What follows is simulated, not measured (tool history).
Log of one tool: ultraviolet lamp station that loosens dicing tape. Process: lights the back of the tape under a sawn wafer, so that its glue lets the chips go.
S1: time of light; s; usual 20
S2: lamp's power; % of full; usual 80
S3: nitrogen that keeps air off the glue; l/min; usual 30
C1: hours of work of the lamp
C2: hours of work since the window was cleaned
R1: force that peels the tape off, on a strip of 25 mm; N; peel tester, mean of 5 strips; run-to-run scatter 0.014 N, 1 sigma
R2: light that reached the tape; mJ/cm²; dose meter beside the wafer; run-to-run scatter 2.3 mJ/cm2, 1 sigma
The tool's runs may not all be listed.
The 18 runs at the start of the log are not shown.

run    hour  S1  S2  S3    C1   C2     R1   R2
 19   745.4  20  88  30  1372  203  0.835  181
 20   802.2  20  88  30  1409  239  0.874  182
 21   835.2  20  88  30  1430  260  0.861  179
 22   888.7  26  88  30  1464  294  0.609  233
 23   937.9  11  68  30  1496  326  2.246   75
 24   979.2  20  86  21  1522  352  1.164  165
 25  1006.1  17  98  21  1539  370  1.182  163
 26  1050.8  17  98  21  1568  398  1.245  161
     1054.3  -- lamp changed
 27  1080.2  20  81  45    17  417  0.556  208
     1114.2  -- window cleaned of glue's vapour
 28  1127.6  14  91  35    47    9  0.845  173
 29  1166.0  14  91  35    71   33  0.882  172
 30  1207.7  32  74  35    98   60  0.355  315
 31  1255.4  27  79  13   129   91  0.752  280
 32  1313.4  27  79  22   166  128  0.586  275
 33  1341.2  27  79  22   183  145  0.539  276
 34  1395.2  20  91  27   218  180  0.617  233
 35  1424.9  37  83  30   237  199  0.317  394
 36  1474.5  23  83  30   269  231  0.584  239
 37  1501.7  16  93  22   286  248  1.014  188
 38  1557.9  26  78  30   322  284  0.540  250
 39  1584.0  12  85  30   339  301  1.386  124
 40  1629.9  40  61  12   369  330  0.750  294
 41  1660.2  23  79  30   388  350  0.649  218
 42  1689.0  23  79  30   406  368  0.626  216

Alternative continuations, all from the tool just after run 42; predict every row:
  A  1745.2  19  80   9  442  404   ?   ?
  B  1745.2  23  68  30  442  404   ?   ?
  C  1745.2  23  63  22  442  404   ?   ?
  D  1745.2  17  91  33  442  404   ?   ?
  E  1745.2  11  80  12  442  404   ?   ?

run     R1   R2
  A  1.665  182
  B  0.842  187
  C  1.137  170
  D  0.799  184
  E  2.344  107
Without the tool's hidden state the same runs would have given:
run     R1   R2
  A  1.413  212
  B  0.670  218
  C  0.925  199
  D  0.636  214
  E  2.091  124
